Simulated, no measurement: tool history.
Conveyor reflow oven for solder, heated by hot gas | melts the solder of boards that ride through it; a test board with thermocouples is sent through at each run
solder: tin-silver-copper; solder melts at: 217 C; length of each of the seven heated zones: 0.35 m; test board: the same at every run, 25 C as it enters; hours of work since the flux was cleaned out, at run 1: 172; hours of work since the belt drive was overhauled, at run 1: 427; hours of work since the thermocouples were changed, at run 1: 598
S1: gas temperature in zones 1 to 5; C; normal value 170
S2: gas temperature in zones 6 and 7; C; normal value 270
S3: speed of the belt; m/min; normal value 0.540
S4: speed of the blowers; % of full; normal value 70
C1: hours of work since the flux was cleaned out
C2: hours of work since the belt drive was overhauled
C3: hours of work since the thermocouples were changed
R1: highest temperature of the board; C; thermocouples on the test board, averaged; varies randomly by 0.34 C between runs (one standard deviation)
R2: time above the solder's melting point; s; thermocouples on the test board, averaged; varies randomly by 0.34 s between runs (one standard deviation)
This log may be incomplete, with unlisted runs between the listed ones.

run,day,S1,S2,S3,S4,C1,C2,C3,R1,R2
1,0.000,170,270,0.540,70,172,427,598,253.0,57.0
2,0.308,176,270,0.540,70,178,433,604,254.4,59.6
3,0.771,181,270,0.540,70,187,442,613,255.4,62.4
# day 1.138: flux residue cleaned out of gas plates and filters
4,1.254,181,270,0.540,70,2,447,618,256.1,64.2
5,1.842,170,270,0.540,74,13,458,629,256.2,59.5
6,2.312,170,270,0.540,74,22,467,638,255.7,59.4
7,2.662,170,270,0.540,74,29,473,645,255.9,59.3
8,3.125,170,270,0.540,74,38,482,654,255.7,59.6
9,3.708,170,270,0.540,74,49,493,665,255.8,59.6
10,3.992,170,270,0.540,74,54,499,670,255.6,59.7
11,4.458,170,270,0.540,74,63,507,679,255.2,59.8
12,4.771,170,270,0.540,74,69,513,685,256.2,59.3
13,5.288,179,270,0.540,74,79,523,695,257.5,63.0
14,5.750,179,270,0.540,74,87,532,703,256.8,64.3
15,6.146,179,270,0.540,74,95,539,711,257.0,63.9
16,6.475,179,270,0.540,74,101,546,717,256.6,63.7
17,6.721,181,270,0.540,70,106,550,722,256.0,63.9
18,7.233,181,282,0.559,70,116,560,732,264.6,65.7
19,7.754,170,270,0.540,70,125,570,741,253.7,57.8
20,8.267,170,265,0.540,79,135,580,751,252.1,57.7
21,8.846,170,276,0.508,79,146,591,762,263.4,68.9
22,9.200,170,263,0.532,51,153,597,769,241.6,45.9
23,9.454,170,280,0.532,82,158,602,774,266.3,66.0
24,9.708,175,280,0.532,63,163,607,779,261.5,64.9
25,10.258,175,280,0.532,63,173,617,789,261.0,65.0
26,10.679,175,280,0.532,63,181,625,797,261.3,64.3
# day 11.362: flux residue cleaned out of gas plates and filters
27,11.479,175,280,0.446,79,2,637,808,273.2,86.3
28,11.796,175,280,0.446,79,8,643,814,273.1,86.1
29,12.083,175,280,0.446,79,14,648,820,272.7,86.5
30,12.433,170,283,0.540,70,20,655,826,266.3,65.7
31,12.867,167,283,0.540,86,28,663,834,271.0,67.1

Branching from run 31: 3 alternative next runs. What would each branch give?
A,13.188,183,283,0.570,74,35,669,840,?,?
B,13.188,165,280,0.540,78,35,669,840,?,?
C,13.188,174,283,0.450,86,35,669,840,?,?

run,R1,R2
A,267.7,66.9
B,265.5,63.5
C,276.5,87.0
With the hidden condition removed and each run's random variation left untouched, the same runs would have given:
run,R1,R2
A,265.1,64.9
B,262.8,61.3
C,273.7,84.8

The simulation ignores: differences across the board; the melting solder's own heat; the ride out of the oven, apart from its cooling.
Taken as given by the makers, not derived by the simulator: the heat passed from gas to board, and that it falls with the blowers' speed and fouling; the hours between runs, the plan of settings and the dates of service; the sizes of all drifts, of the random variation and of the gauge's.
